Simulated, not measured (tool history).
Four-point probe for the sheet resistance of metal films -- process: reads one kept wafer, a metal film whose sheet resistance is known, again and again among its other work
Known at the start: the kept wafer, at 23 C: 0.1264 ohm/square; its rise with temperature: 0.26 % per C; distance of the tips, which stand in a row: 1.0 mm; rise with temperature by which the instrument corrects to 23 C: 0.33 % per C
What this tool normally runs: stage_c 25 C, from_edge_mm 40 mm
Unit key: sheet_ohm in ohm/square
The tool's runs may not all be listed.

| run | hour | stage_c | from_edge_mm | sheet_ohm |
|---|---|---|---|---|
| 1 | 0 | 25 | 40 | 0.126675 |
| 2 | 8.9 | 25 | 18 | 0.126876 |
| 3 | 26.6 | 25 | 18 | 0.126875 |
| 4 | 39.3 | 25 | 40 | 0.126665 |
| 5 | 55.2 | 25 | 40 | 0.126705 |
| 6 | 72 | 23 | 40 | 0.126799 |
| 7 | 88.2 | 23 | 40 | 0.126841 |
| 8 | 96.8 | 35 | 17 | 0.126103 |

Predict the results of run 9:
| 9 | 110.3 | 31 | 8 | ? |

sheet_ohm: 0.127211 ohm/square
With the hidden condition absent and the run-to-run variation left alone, this run would have shown sheet_ohm 0.126815 ohm/square.
